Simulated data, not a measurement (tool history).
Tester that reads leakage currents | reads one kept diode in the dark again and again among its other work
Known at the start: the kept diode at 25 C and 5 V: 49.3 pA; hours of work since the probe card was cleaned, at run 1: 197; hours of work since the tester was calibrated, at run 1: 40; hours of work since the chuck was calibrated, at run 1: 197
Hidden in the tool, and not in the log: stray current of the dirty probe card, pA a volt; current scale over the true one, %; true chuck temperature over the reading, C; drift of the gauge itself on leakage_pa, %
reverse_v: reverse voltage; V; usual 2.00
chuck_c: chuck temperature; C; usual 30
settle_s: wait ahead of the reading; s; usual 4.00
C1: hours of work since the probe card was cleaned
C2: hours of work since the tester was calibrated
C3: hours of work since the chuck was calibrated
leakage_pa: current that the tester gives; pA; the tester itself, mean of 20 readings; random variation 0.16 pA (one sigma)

{"run": 1, "day": 0.0, "reverse_v": 2.0, "chuck_c": 30, "settle_s": 4.0, "C1": 197, "C2": 40, "C3": 197, "leakage_pa": 52.7}
{"run": 2, "day": 6.588, "reverse_v": 1.86, "chuck_c": 30, "settle_s": 4.0, "C1": 291, "C2": 134, "C3": 291, "leakage_pa": 52.2}
{"run": 3, "day": 14.183, "reverse_v": 1.86, "chuck_c": 30, "settle_s": 4.0, "C1": 399, "C2": 243, "C3": 399, "leakage_pa": 52.72}
{"run": 4, "day": 20.562, "reverse_v": 1.86, "chuck_c": 30, "settle_s": 4.0, "C1": 490, "C2": 334, "C3": 490, "leakage_pa": 53.91}
{"run": 5, "day": 25.708, "reverse_v": 1.86, "chuck_c": 30, "settle_s": 4.0, "C1": 564, "C2": 407, "C3": 564, "leakage_pa": 54.33}
{"day": 30.354, "done": "chuck's temperature calibrated"}
{"run": 6, "day": 31.633, "reverse_v": 2.0, "chuck_c": 30, "settle_s": 5.22, "C1": 647, "C2": 490, "C3": 18, "leakage_pa": 52.61}
{"run": 7, "day": 37.871, "reverse_v": 2.0, "chuck_c": 30, "settle_s": 5.22, "C1": 736, "C2": 580, "C3": 107, "leakage_pa": 53.11}
{"run": 8, "day": 45.929, "reverse_v": 2.0, "chuck_c": 30, "settle_s": 4.0, "C1": 851, "C2": 695, "C3": 222, "leakage_pa": 54.19}
{"run": 9, "day": 51.45, "reverse_v": 2.0, "chuck_c": 30, "settle_s": 4.0, "C1": 930, "C2": 773, "C3": 301, "leakage_pa": 54.85}
{"run": 10, "day": 56.892, "reverse_v": 2.0, "chuck_c": 30, "settle_s": 4.0, "C1": 1008, "C2": 851, "C3": 379, "leakage_pa": 55.26}
{"run": 11, "day": 63.45, "reverse_v": 2.0, "chuck_c": 56, "settle_s": 4.0, "C1": 1101, "C2": 945, "C3": 472, "leakage_pa": 354.55}
{"run": 12, "day": 68.979, "reverse_v": 2.0, "chuck_c": 36, "settle_s": 4.0, "C1": 1180, "C2": 1024, "C3": 551, "leakage_pa": 89.71}
{"run": 13, "day": 73.933, "reverse_v": 2.0, "chuck_c": 30, "settle_s": 4.0, "C1": 1251, "C2": 1094, "C3": 622, "leakage_pa": 58.15}
{"day": 75.062, "done": "chuck's temperature calibrated"}
{"day": 77.004, "done": "probe card cleaned and baked"}
{"run": 14, "day": 80.612, "reverse_v": 2.0, "chuck_c": 30, "settle_s": 4.0, "C1": 52, "C2": 1187, "C3": 77, "leakage_pa": 51.15}
{"run": 15, "day": 87.242, "reverse_v": 2.0, "chuck_c": 30, "settle_s": 4.0, "C1": 146, "C2": 1281, "C3": 172, "leakage_pa": 52.11}
{"run": 16, "day": 90.971, "reverse_v": 2.0, "chuck_c": 30, "settle_s": 4.0, "C1": 199, "C2": 1335, "C3": 225, "leakage_pa": 52.67}
{"run": 17, "day": 96.408, "reverse_v": 2.0, "chuck_c": 30, "settle_s": 4.0, "C1": 277, "C2": 1412, "C3": 303, "leakage_pa": 53.17}
{"run": 18, "day": 100.15, "reverse_v": 2.0, "chuck_c": 30, "settle_s": 6.28, "C1": 330, "C2": 1466, "C3": 356, "leakage_pa": 53.55}
{"run": 19, "day": 106.671, "reverse_v": 15.71, "chuck_c": 22, "settle_s": 4.0, "C1": 424, "C2": 1559, "C3": 449, "leakage_pa": 68.28}
{"run": 20, "day": 112.871, "reverse_v": 4.33, "chuck_c": 22, "settle_s": 1.02, "C1": 512, "C2": 1647, "C3": 538, "leakage_pa": 41.12}
{"day": 119.625, "done": "chuck's temperature calibrated"}
{"run": 21, "day": 120.529, "reverse_v": 2.0, "chuck_c": 30, "settle_s": 0.43, "C1": 620, "C2": 1755, "C3": 13, "leakage_pa": 52.53}
{"run": 22, "day": 128.438, "reverse_v": 2.0, "chuck_c": 37, "settle_s": 0.84, "C1": 733, "C2": 1868, "C3": 126, "leakage_pa": 89.23}
{"run": 23, "day": 131.904, "reverse_v": 2.11, "chuck_c": 44, "settle_s": 8.19, "C1": 783, "C2": 1918, "C3": 175, "leakage_pa": 151.48}
{"run": 24, "day": 135.604, "reverse_v": 3.08, "chuck_c": 46, "settle_s": 9.91, "C1": 835, "C2": 1971, "C3": 228, "leakage_pa": 202.69}
{"run": 25, "day": 142.742, "reverse_v": 3.08, "chuck_c": 46, "settle_s": 9.91, "C1": 937, "C2": 2073, "C3": 330, "leakage_pa": 206.95}
{"run": 26, "day": 148.638, "reverse_v": 3.08, "chuck_c": 46, "settle_s": 9.91, "C1": 1022, "C2": 2157, "C3": 414, "leakage_pa": 208.69}
{"run": 27, "day": 154.246, "reverse_v": 3.08, "chuck_c": 46, "settle_s": 9.91, "C1": 1102, "C2": 2237, "C3": 494, "leakage_pa": 211.08}
{"run": 28, "day": 159.271, "reverse_v": 3.08, "chuck_c": 46, "settle_s": 9.91, "C1": 1173, "C2": 2309, "C3": 566, "leakage_pa": 213.15}
{"run": 29, "day": 163.104, "reverse_v": 3.08, "chuck_c": 46, "settle_s": 9.91, "C1": 1228, "C2": 2363, "C3": 621, "leakage_pa": 214.89}
{"day": 163.721, "done": "chuck's temperature calibrated"}
{"day": 167.467, "done": "probe card cleaned and baked"}
{"run": 30, "day": 169.321, "reverse_v": 3.4, "chuck_c": 46, "settle_s": 3.36, "C1": 26, "C2": 2449, "C3": 78, "leakage_pa": 206.46}
{"run": 31, "day": 173.296, "reverse_v": 7.74, "chuck_c": 33, "settle_s": 0.31, "C1": 83, "C2": 2506, "C3": 135, "leakage_pa": 114.95}
{"run": 32, "day": 180.092, "reverse_v": 7.74, "chuck_c": 33, "settle_s": 0.31, "C1": 180, "C2": 2603, "C3": 232, "leakage_pa": 117.0}
{"run": 33, "day": 184.671, "reverse_v": 6.5, "chuck_c": 36, "settle_s": 0.65, "C1": 246, "C2": 2668, "C3": 297, "leakage_pa": 134.83}
{"run": 34, "day": 192.367, "reverse_v": 1.94, "chuck_c": 30, "settle_s": 0.4, "C1": 355, "C2": 2778, "C3": 407, "leakage_pa": 54.6}
{"run": 35, "day": 197.554, "reverse_v": 1.94, "chuck_c": 55, "settle_s": 0.4, "C1": 430, "C2": 2852, "C3": 481, "leakage_pa": 323.34}

Forecast each of these 5 alternatives for the next run:
{"run": "A", "day": 201.842, "reverse_v": 1.94, "chuck_c": 34, "settle_s": 0.4, "C1": 491, "C2": 2913, "C3": 542, "leakage_pa": "?"}
{"run": "B", "day": 201.842, "reverse_v": 1.05, "chuck_c": 55, "settle_s": 7.05, "C1": 491, "C2": 2913, "C3": 542, "leakage_pa": "?"}
{"run": "C", "day": 201.842, "reverse_v": 2.0, "chuck_c": 22, "settle_s": 0.65, "C1": 491, "C2": 2913, "C3": 542, "leakage_pa": "?"}
{"run": "D", "day": 201.842, "reverse_v": 3.05, "chuck_c": 55, "settle_s": 1.02, "C1": 491, "C2": 2913, "C3": 542, "leakage_pa": "?"}
{"run": "E", "day": 201.842, "reverse_v": 1.94, "chuck_c": 21, "settle_s": 0.4, "C1": 491, "C2": 2913, "C3": 542, "leakage_pa": "?"}

run=A leakage_pa=74.99
run=B leakage_pa=255.45
run=C leakage_pa=30.24
run=D leakage_pa=390.33
run=E leakage_pa=27.85
Without the tool's hidden state the same runs would have given:
run=A leakage_pa=69.87
run=B leakage_pa=241.55
run=C leakage_pa=27.71
run=D leakage_pa=368.76
run=E leakage_pa=25.51

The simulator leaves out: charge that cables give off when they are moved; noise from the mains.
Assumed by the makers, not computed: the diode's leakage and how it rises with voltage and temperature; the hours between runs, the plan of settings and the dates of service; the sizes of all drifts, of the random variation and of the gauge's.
